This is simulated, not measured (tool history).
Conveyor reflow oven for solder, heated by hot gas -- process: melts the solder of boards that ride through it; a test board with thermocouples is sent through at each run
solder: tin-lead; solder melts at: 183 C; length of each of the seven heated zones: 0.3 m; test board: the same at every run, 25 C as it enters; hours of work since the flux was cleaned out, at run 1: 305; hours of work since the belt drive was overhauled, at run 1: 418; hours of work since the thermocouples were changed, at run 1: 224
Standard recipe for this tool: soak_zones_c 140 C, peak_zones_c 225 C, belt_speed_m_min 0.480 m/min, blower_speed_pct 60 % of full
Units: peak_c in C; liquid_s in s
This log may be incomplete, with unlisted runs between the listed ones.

| run | day | soak_zones_c | peak_zones_c | belt_speed_m_min | blower_speed_pct | hours of work since the flux was cleaned out | hours of work since the belt drive was overhauled | hours of work since the thermocouples were changed | peak_c | liquid_s |
|---|---|---|---|---|---|---|---|---|---|---|
| 1 | 0.000 | 140 | 225 | 0.480 | 60 | 305 | 418 | 224 | 198.0 | 32.7 |
| 2 | 2.100 | 140 | 213 | 0.480 | 60 | 335 | 448 | 254 | 188.9 | 15.2 |
|  | 2.988 | flux residue cleaned out of gas plates and filters |
| 3 | 4.596 | 140 | 213 | 0.480 | 60 | 23 | 480 | 286 | 193.1 | 25.4 |
| 4 | 6.804 | 140 | 225 | 0.399 | 60 | 54 | 512 | 317 | 207.5 | 58.1 |
| 5 | 9.333 | 140 | 228 | 0.480 | 60 | 90 | 547 | 353 | 203.6 | 42.3 |
| 6 | 11.679 | 127 | 228 | 0.480 | 60 | 123 | 580 | 386 | 199.7 | 32.6 |
| 7 | 14.462 | 140 | 225 | 0.480 | 60 | 162 | 620 | 425 | 200.7 | 37.4 |
| 8 | 17.071 | 140 | 225 | 0.513 | 60 | 199 | 657 | 462 | 197.4 | 30.0 |
| 9 | 19.446 | 140 | 225 | 0.513 | 60 | 233 | 690 | 496 | 197.5 | 29.1 |
| 10 | 21.688 | 140 | 225 | 0.513 | 60 | 264 | 722 | 528 | 196.8 | 28.4 |
| 11 | 23.971 | 140 | 225 | 0.480 | 60 | 297 | 754 | 560 | 198.9 | 34.7 |
| 12 | 26.171 | 140 | 225 | 0.480 | 65 | 328 | 785 | 591 | 200.2 | 38.0 |
|  | 27.333 | flux residue cleaned out of gas plates and filters |
| 13 | 28.771 | 140 | 225 | 0.480 | 65 | 20 | 819 | 625 | 204.1 | 43.0 |
|  | 29.133 | belt drive overhauled, speed set with a stopwatch |
| 14 | 31.092 | 140 | 232 | 0.480 | 60 | 51 | 28 | 655 | 207.1 | 47.4 |
| 15 | 34.004 | 140 | 225 | 0.480 | 60 | 92 | 69 | 696 | 202.6 | 40.4 |
| 16 | 35.783 | 140 | 225 | 0.480 | 60 | 117 | 94 | 721 | 202.7 | 40.9 |
|  | 38.358 | belt drive overhauled, speed set with a stopwatch, once more |
| 17 | 39.367 | 140 | 225 | 0.480 | 61 | 165 | 14 | 770 | 200.7 | 37.3 |
| 18 | 42.733 | 140 | 225 | 0.480 | 61 | 213 | 62 | 817 | 201.1 | 36.7 |
| 19 | 44.304 | 140 | 225 | 0.480 | 61 | 235 | 84 | 840 | 199.9 | 35.5 |
| 20 | 47.192 | 140 | 234 | 0.480 | 63 | 276 | 125 | 880 | 207.4 | 45.1 |
| 21 | 48.779 | 140 | 234 | 0.480 | 63 | 298 | 147 | 903 | 206.5 | 44.0 |
| 22 | 51.471 | 143 | 214 | 0.494 | 53 | 336 | 185 | 941 | 187.6 | 12.7 |
|  | 52.183 | flux residue cleaned out of gas plates and filters |
| 23 | 54.262 | 143 | 214 | 0.494 | 53 | 29 | 222 | 977 | 190.9 | 19.9 |
| 24 | 56.517 | 143 | 214 | 0.494 | 53 | 61 | 254 | 1009 | 190.7 | 20.2 |
| 25 | 59.496 | 143 | 214 | 0.549 | 53 | 103 | 296 | 1051 | 186.6 | 9.1 |
| 26 | 61.308 | 143 | 214 | 0.549 | 53 | 129 | 321 | 1077 | 186.2 | 7.6 |
| 27 | 63.533 | 145 | 225 | 0.480 | 60 | 160 | 353 | 1108 | 202.1 | 41.9 |
| 28 | 66.588 | 147 | 240 | 0.484 | 51 | 204 | 396 | 1151 | 208.8 | 49.5 |
| 29 | 69.571 | 147 | 240 | 0.484 | 51 | 246 | 438 | 1194 | 208.6 | 48.7 |

Entry by entry between the runs, the difference in hidden state between the last listed run before and the first listed run after:
Run 2 -> run 3: flux residue cleaned out of gas plates and filters (day 2.988)
  heat that the gas passes to the board, % of a clean oven's: 85.6 -> 98.5; belt's true speed, % of the reading: 99.03 -> 98.97; true gas temperature in zones 6 and 7 over the reading, C: 0.04 -> 0.09
  difference, measured minus the result without the unlogged condition, peak_c: -3.7 -> +0.1 C; liquid_s: -8.6 -> +0.3 s
Run 12 -> run 13: flux residue cleaned out of gas plates and filters (day 27.333)
  heat that the gas passes to the board, % of a clean oven's: 87.1 -> 99.1; belt's true speed, % of the reading: 98.42 -> 98.35; true gas temperature in zones 6 and 7 over the reading, C: 0.55 -> 0.61
  difference, measured minus the result without the unlogged condition, peak_c: -3.0 -> +0.8 C; liquid_s: -4.3 -> +1.7 s
Run 13 -> run 14: belt drive overhauled, speed set with a stopwatch (day 29.133)
  heat that the gas passes to the board, % of a clean oven's: 99.1 -> 97.8; belt's true speed, % of the reading: 98.35 -> 97.4; true gas temperature in zones 6 and 7 over the reading, C: 0.61 -> 0.65
  difference, measured minus the result without the unlogged condition, peak_c: +0.8 -> +0.9 C; liquid_s: +1.7 -> +2.3 s
Run 16 -> run 17: belt drive overhauled, speed set with a stopwatch, once more (day 38.358)
  heat that the gas passes to the board, % of a clean oven's: 95.2 -> 93.3; belt's true speed, % of the reading: 97.28 -> 100.07; true gas temperature in zones 6 and 7 over the reading, C: 0.75 -> 0.82
  difference, measured minus the result without the unlogged condition, peak_c: +0.3 -> -1.4 C; liquid_s: +1.3 -> -2.4 s
Run 22 -> run 23: flux residue cleaned out of gas plates and filters (day 52.183)
  heat that the gas passes to the board, % of a clean oven's: 87 -> 98.2; belt's true speed, % of the reading: 99.77 -> 99.71; true gas temperature in zones 6 and 7 over the reading, C: 1.07 -> 1.12
  difference, measured minus the result without the unlogged condition, peak_c: -2.6 -> +0.5 C; liquid_s: -6.6 -> +0.9 s
